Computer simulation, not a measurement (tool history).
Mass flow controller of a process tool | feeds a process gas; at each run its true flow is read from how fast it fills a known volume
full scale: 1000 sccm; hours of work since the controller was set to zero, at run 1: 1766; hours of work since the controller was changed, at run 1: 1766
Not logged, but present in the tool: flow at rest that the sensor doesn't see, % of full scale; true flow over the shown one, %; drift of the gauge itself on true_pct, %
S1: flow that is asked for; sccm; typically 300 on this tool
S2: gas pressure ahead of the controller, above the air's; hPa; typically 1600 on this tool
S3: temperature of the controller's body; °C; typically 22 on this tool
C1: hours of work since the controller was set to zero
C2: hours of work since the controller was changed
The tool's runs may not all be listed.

{"run": 1, "hour": 0.0, "S1": 300, "S2": 1600, "S3": 22, "C1": 1766, "C2": 1766, "true flow (%)": 97.01}
{"run": 2, "hour": 296.5, "S1": 300, "S2": 1600, "S3": 22, "C1": 1978, "C2": 1978, "true flow (%)": 96.95}
{"run": 3, "hour": 705.3, "S1": 969, "S2": 1600, "S3": 22, "C1": 2271, "C2": 2271, "true flow (%)": 98.24}
{"run": 4, "hour": 994.0, "S1": 969, "S2": 1600, "S3": 22, "C1": 2478, "C2": 2478, "true flow (%)": 98.14}
{"run": 5, "hour": 1387.0, "S1": 969, "S2": 1600, "S3": 22, "C1": 2759, "C2": 2759, "true flow (%)": 98.11}
{"run": 6, "hour": 1704.2, "S1": 969, "S2": 1600, "S3": 22, "C1": 2986, "C2": 2986, "true flow (%)": 97.89}
{"run": 7, "hour": 2042.2, "S1": 306, "S2": 1600, "S3": 22, "C1": 3228, "C2": 3228, "true flow (%)": 95.98}
{"run": 8, "hour": 2322.3, "S1": 300, "S2": 1600, "S3": 22, "C1": 3429, "C2": 3429, "true flow (%)": 95.73}
{"run": 9, "hour": 2499.7, "S1": 300, "S2": 1600, "S3": 25, "C1": 3555, "C2": 3555, "true flow (%)": 95.97}
{"run": 10, "hour": 2730.0, "S1": 300, "S2": 1600, "S3": 25, "C1": 3720, "C2": 3720, "true flow (%)": 95.89}
{"run": 11, "hour": 3074.8, "S1": 300, "S2": 1600, "S3": 22, "C1": 3967, "C2": 3967, "true flow (%)": 95.39}
{"run": 12, "hour": 3342.3, "S1": 300, "S2": 1600, "S3": 22, "C1": 4159, "C2": 4159, "true flow (%)": 95.14}
{"run": 13, "hour": 3550.2, "S1": 300, "S2": 1600, "S3": 22, "C1": 4307, "C2": 4307, "true flow (%)": 95.07}
{"run": 14, "hour": 3971.0, "S1": 300, "S2": 1600, "S3": 22, "C1": 4609, "C2": 4609, "true flow (%)": 94.85}
{"run": 15, "hour": 4183.2, "S1": 300, "S2": 1600, "S3": 22, "C1": 4761, "C2": 4761, "true flow (%)": 94.66}
{"run": 16, "hour": 4496.1, "S1": 300, "S2": 1600, "S3": 21, "C1": 4985, "C2": 4985, "true flow (%)": 94.5}
{"run": 17, "hour": 4905.3, "S1": 300, "S2": 1600, "S3": 27, "C1": 5277, "C2": 5277, "true flow (%)": 94.66}
{"run": 18, "hour": 5216.7, "S1": 300, "S2": 1600, "S3": 22, "C1": 5500, "C2": 5500, "true flow (%)": 94.04}
{"run": 19, "hour": 5424.9, "S1": 300, "S2": 1600, "S3": 22, "C1": 5649, "C2": 5649, "true flow (%)": 93.86}
{"run": 20, "hour": 5720.7, "S1": 300, "S2": 1600, "S3": 22, "C1": 5861, "C2": 5861, "true flow (%)": 93.78}
{"run": 21, "hour": 6114.2, "S1": 110, "S2": 1600, "S3": 22, "C1": 6143, "C2": 6143, "true flow (%)": 87.61}
{"run": 22, "hour": 6400.4, "S1": 110, "S2": 1600, "S3": 22, "C1": 6348, "C2": 6348, "true flow (%)": 87.26}
{"run": 23, "hour": 6753.5, "S1": 110, "S2": 1600, "S3": 22, "C1": 6600, "C2": 6600, "true flow (%)": 86.84}
{"run": 24, "hour": 7079.1, "S1": 110, "S2": 1600, "S3": 22, "C1": 6834, "C2": 6834, "true flow (%)": 86.55}
{"run": 25, "hour": 7411.0, "S1": 217, "S2": 2350, "S3": 23, "C1": 7071, "C2": 7071, "true flow (%)": 91.63}
{"run": 26, "hour": 7793.5, "S1": 217, "S2": 2350, "S3": 23, "C1": 7345, "C2": 7345, "true flow (%)": 91.48}
{"hour": 7832.6, "done": "controller's zero set anew"}
{"run": 27, "hour": 7968.8, "S1": 217, "S2": 2350, "S3": 23, "C1": 97, "C2": 7470, "true flow (%)": 96.7}
{"run": 28, "hour": 8275.5, "S1": 452, "S2": 1450, "S3": 34, "C1": 317, "C2": 7690, "true flow (%)": 97.6}
{"run": 29, "hour": 8471.3, "S1": 179, "S2": 1600, "S3": 22, "C1": 457, "C2": 7830, "true flow (%)": 95.86}
{"run": 30, "hour": 8844.0, "S1": 652, "S2": 1600, "S3": 39, "C1": 724, "C2": 8097, "true flow (%)": 98.27}
{"run": 31, "hour": 9220.6, "S1": 652, "S2": 1600, "S3": 39, "C1": 994, "C2": 8366, "true flow (%)": 97.94}
{"run": 32, "hour": 9644.2, "S1": 652, "S2": 1600, "S3": 39, "C1": 1297, "C2": 8669, "true flow (%)": 98.04}
{"run": 33, "hour": 9863.4, "S1": 821, "S2": 1900, "S3": 35, "C1": 1454, "C2": 8826, "true flow (%)": 97.69}
{"run": 34, "hour": 10219.7, "S1": 913, "S2": 1780, "S3": 28, "C1": 1709, "C2": 9081, "true flow (%)": 96.79}
{"run": 35, "hour": 10609.1, "S1": 274, "S2": 2140, "S3": 34, "C1": 1987, "C2": 9360, "true flow (%)": 96.06}
{"run": 36, "hour": 11015.9, "S1": 429, "S2": 1550, "S3": 37, "C1": 2279, "C2": 9651, "true flow (%)": 96.58}
{"run": 37, "hour": 11359.7, "S1": 300, "S2": 2490, "S3": 34, "C1": 2525, "C2": 9897, "true flow (%)": 96.03}
{"run": 38, "hour": 11589.2, "S1": 120, "S2": 2530, "S3": 20, "C1": 2689, "C2": 10062, "true flow (%)": 91.89}
{"run": 39, "hour": 12015.9, "S1": 120, "S2": 2530, "S3": 20, "C1": 2995, "C2": 10367, "true flow (%)": 91.49}
{"run": 40, "hour": 12432.9, "S1": 818, "S2": 2120, "S3": 22, "C1": 3293, "C2": 10666, "true flow (%)": 95.5}
{"run": 41, "hour": 12647.7, "S1": 995, "S2": 2100, "S3": 22, "C1": 3447, "C2": 10819, "true flow (%)": 95.74}
{"run": 42, "hour": 13012.0, "S1": 274, "S2": 1600, "S3": 33, "C1": 3708, "C2": 11080, "true flow (%)": 94.33}
{"run": 43, "hour": 13206.4, "S1": 274, "S2": 1600, "S3": 33, "C1": 3847, "C2": 11219, "true flow (%)": 94.2}
{"run": 44, "hour": 13591.0, "S1": 274, "S2": 1600, "S3": 33, "C1": 4122, "C2": 11495, "true flow (%)": 93.9}
{"run": 45, "hour": 13985.1, "S1": 322, "S2": 1600, "S3": 24, "C1": 4404, "C2": 11777, "true flow (%)": 93.08}
{"run": 46, "hour": 14184.6, "S1": 155, "S2": 1410, "S3": 22, "C1": 4547, "C2": 11919, "true flow (%)": 90.08}
{"run": 47, "hour": 14396.1, "S1": 155, "S2": 1410, "S3": 22, "C1": 4698, "C2": 12071, "true flow (%)": 90.13}
{"run": 48, "hour": 14655.5, "S1": 116, "S2": 2530, "S3": 22, "C1": 4884, "C2": 12257, "true flow (%)": 88.46}

Predict each of these 4 candidate next runs independently; none follows another, all start after run 48:
{"run": "A", "hour": 14845.0, "S1": 798, "S2": 1600, "S3": 22, "C1": 5020, "C2": 12392, "true flow (%)": "?"}
{"run": "B", "hour": 14845.0, "S1": 437, "S2": 2570, "S3": 22, "C1": 5020, "C2": 12392, "true flow (%)": "?"}
{"run": "C", "hour": 14845.0, "S1": 108, "S2": 2330, "S3": 27, "C1": 5020, "C2": 12392, "true flow (%)": "?"}
{"run": "D", "hour": 14845.0, "S1": 124, "S2": 1810, "S3": 24, "C1": 5020, "C2": 12392, "true flow (%)": "?"}

run=A true_flow_(%)=94.3
run=B true_flow_(%)=93.59
run=C true_flow_(%)=88.01
run=D true_flow_(%)=88.61
Take away the tool's hidden state, keep each run's random variation, and the runs would have read:
run=A true_flow_(%)=99.24
run=B true_flow_(%)=99.36
run=C true_flow_(%)=99.42
run=D true_flow_(%)=99.05

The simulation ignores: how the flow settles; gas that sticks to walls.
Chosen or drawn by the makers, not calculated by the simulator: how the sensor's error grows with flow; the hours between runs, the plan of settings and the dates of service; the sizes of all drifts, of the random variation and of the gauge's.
